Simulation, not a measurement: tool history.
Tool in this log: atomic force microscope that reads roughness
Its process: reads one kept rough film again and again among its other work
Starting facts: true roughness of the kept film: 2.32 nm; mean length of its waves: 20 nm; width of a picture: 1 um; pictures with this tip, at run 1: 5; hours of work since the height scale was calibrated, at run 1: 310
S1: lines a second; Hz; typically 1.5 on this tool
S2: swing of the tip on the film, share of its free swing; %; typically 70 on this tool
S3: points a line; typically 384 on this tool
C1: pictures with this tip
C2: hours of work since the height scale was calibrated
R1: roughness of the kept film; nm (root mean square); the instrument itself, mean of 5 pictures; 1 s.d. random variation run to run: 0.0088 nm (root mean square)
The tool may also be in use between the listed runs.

| run | hour | S1 | S2 | S3 | C1 | C2 | R1 |
|---|---|---|---|---|---|---|---|
| 1 | 0 | 1.5 | 70 | 384 | 5 | 310 | 1.938 |
| 2 | 10.8 | 1.5 | 70 | 384 | 15 | 316 | 1.919 |
| 3 | 24.5 | 1.5 | 70 | 384 | 28 | 324 | 1.886 |
| 4 | 33.4 | 3.06 | 70 | 384 | 36 | 329 | 1.774 |
| 5 | 48.6 | 3.06 | 70 | 384 | 50 | 338 | 1.733 |
| 6 | 64.6 | 3.06 | 70 | 384 | 64 | 347 | 1.708 |
| 7 | 78.8 | 1.5 | 63 | 384 | 77 | 355 | 1.778 |
| 8 | 93.4 | 1.5 | 63 | 384 | 90 | 364 | 1.744 |
| 9 | 104.9 | 1.5 | 63 | 384 | 101 | 371 | 1.727 |
| 10 | 118.8 | 1.5 | 72 | 384 | 113 | 379 | 1.656 |
|  | 128.7 | new tip fitted |
| 11 | 134.5 | 1.5 | 72 | 384 | 5 | 387 | 1.93 |
| 12 | 142.9 | 1.32 | 78 | 396 | 13 | 392 | 1.89 |
| 13 | 149.9 | 1.32 | 78 | 396 | 19 | 396 | 1.87 |
| 14 | 163.8 | 1.32 | 78 | 396 | 32 | 405 | 1.818 |
| 15 | 178 | 1.32 | 78 | 396 | 45 | 413 | 1.784 |
| 16 | 189.3 | 0.5 | 87 | 445 | 55 | 419 | 1.818 |
| 17 | 201.8 | 0.53 | 70 | 345 | 66 | 427 | 1.822 |
| 18 | 214.7 | 0.53 | 70 | 345 | 78 | 434 | 1.784 |
| 19 | 230.5 | 0.53 | 70 | 345 | 92 | 443 | 1.753 |
| 20 | 245.7 | 0.53 | 70 | 345 | 106 | 452 | 1.722 |
| 21 | 257.8 | 1.5 | 62 | 305 | 117 | 459 | 1.665 |
|  | 262.2 | new tip fitted |
| 22 | 268.1 | 1.5 | 65 | 298 | 5 | 465 | 1.934 |

Here are 3 independent what-if runs from the current tool condition. What would each one return?
| A | 277.9 | 1.61 | 65 | 298 | 14 | 470 | ? |
| B | 277.9 | 0.75 | 65 | 298 | 14 | 470 | ? |
| C | 277.9 | 1.5 | 70 | 384 | 14 | 470 | ? |

| run | R1 |
|---|---|
| A | 1.915 |
| B | 1.946 |
| C | 1.902 |
Without the tool's unlogged condition, the same runs would have read:
| run | R1 |
|---|---|
| A | 1.957 |
| B | 1.988 |
| C | 1.944 |

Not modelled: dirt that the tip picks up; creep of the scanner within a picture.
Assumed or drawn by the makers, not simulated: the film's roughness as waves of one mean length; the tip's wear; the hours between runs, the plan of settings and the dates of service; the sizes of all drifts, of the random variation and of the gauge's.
